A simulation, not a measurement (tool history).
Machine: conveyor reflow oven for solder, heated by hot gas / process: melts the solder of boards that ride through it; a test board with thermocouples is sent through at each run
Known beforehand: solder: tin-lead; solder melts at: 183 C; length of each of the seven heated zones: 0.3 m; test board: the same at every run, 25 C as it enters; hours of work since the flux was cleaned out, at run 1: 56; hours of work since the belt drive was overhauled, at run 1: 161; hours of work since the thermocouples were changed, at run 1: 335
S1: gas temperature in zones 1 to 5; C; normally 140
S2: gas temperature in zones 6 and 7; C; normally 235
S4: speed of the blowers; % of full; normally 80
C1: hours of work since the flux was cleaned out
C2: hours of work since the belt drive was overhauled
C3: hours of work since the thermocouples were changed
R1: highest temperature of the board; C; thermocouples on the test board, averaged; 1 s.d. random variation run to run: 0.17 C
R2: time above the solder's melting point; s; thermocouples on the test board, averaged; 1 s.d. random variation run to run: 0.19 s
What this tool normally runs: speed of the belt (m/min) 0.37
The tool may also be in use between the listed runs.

{"run": 1, "day": 0.0, "S1": 140, "S2": 235, "speed of the belt (m/min)": 0.37, "S4": 80, "C1": 56, "C2": 161, "C3": 335, "R1": 222.9, "R2": 79.5}
{"run": 2, "day": 1.525, "S1": 140, "S2": 235, "speed of the belt (m/min)": 0.37, "S4": 80, "C1": 72, "C2": 177, "C3": 350, "R1": 222.6, "R2": 79.5}
{"run": 3, "day": 3.004, "S1": 140, "S2": 235, "speed of the belt (m/min)": 0.37, "S4": 51, "C1": 87, "C2": 192, "C3": 366, "R1": 212.5, "R2": 66.6}
{"run": 4, "day": 4.308, "S1": 140, "S2": 235, "speed of the belt (m/min)": 0.37, "S4": 51, "C1": 101, "C2": 206, "C3": 380, "R1": 212.4, "R2": 66.2}
{"run": 5, "day": 4.962, "S1": 140, "S2": 235, "speed of the belt (m/min)": 0.37, "S4": 51, "C1": 108, "C2": 213, "C3": 386, "R1": 211.7, "R2": 66.3}
{"run": 6, "day": 6.079, "S1": 140, "S2": 235, "speed of the belt (m/min)": 0.427, "S4": 80, "C1": 120, "C2": 224, "C3": 398, "R1": 217.8, "R2": 64}
{"run": 7, "day": 6.879, "S1": 140, "S2": 235, "speed of the belt (m/min)": 0.412, "S4": 63, "C1": 128, "C2": 233, "C3": 406, "R1": 213, "R2": 60.8}
{"run": 8, "day": 7.867, "S1": 151, "S2": 226, "speed of the belt (m/min)": 0.37, "S4": 54, "C1": 138, "C2": 243, "C3": 417, "R1": 208.8, "R2": 68.4}
{"run": 9, "day": 9.4, "S1": 148, "S2": 244, "speed of the belt (m/min)": 0.419, "S4": 61, "C1": 154, "C2": 259, "C3": 433, "R1": 220.9, "R2": 70}
{"run": 10, "day": 10.296, "S1": 143, "S2": 244, "speed of the belt (m/min)": 0.417, "S4": 80, "C1": 164, "C2": 268, "C3": 442, "R1": 226.2, "R2": 73.3}
{"run": 11, "day": 11.533, "S1": 126, "S2": 235, "speed of the belt (m/min)": 0.37, "S4": 80, "C1": 177, "C2": 281, "C3": 455, "R1": 219.6, "R2": 70.6}
{"run": 12, "day": 12.179, "S1": 133, "S2": 235, "speed of the belt (m/min)": 0.37, "S4": 69, "C1": 183, "C2": 288, "C3": 462, "R1": 217.6, "R2": 70.4}

Each row is a separate what-if for the run after 12, all from the same tool condition, not one after another. Results?
{"run": "A", "day": 13.675, "S1": 140, "S2": 237, "speed of the belt (m/min)": 0.37, "S4": 80, "C1": 199, "C2": 304, "C3": 478, "R1": "?", "R2": "?"}
{"run": "B", "day": 13.675, "S1": 140, "S2": 223, "speed of the belt (m/min)": 0.325, "S4": 74, "C1": 199, "C2": 304, "C3": 478, "R1": "?", "R2": "?"}
{"run": "C", "day": 13.675, "S1": 148, "S2": 236, "speed of the belt (m/min)": 0.409, "S4": 69, "C1": 199, "C2": 304, "C3": 478, "R1": "?", "R2": "?"}
{"run": "D", "day": 13.675, "S1": 139, "S2": 236, "speed of the belt (m/min)": 0.37, "S4": 76, "C1": 199, "C2": 304, "C3": 478, "R1": "?", "R2": "?"}

run=A R1=223.5 R2=79.3
run=B R1=212.9 R2=80.7
run=C R1=217.6 R2=69.5
run=D R1=220.8 R2=77.3
With the hidden condition removed and each run's random variation left untouched, the same runs would have given:
run=A R1=224.1 R2=80
run=B R1=212.9 R2=81.4
run=C R1=218.2 R2=70.3
run=D R1=221.4 R2=78

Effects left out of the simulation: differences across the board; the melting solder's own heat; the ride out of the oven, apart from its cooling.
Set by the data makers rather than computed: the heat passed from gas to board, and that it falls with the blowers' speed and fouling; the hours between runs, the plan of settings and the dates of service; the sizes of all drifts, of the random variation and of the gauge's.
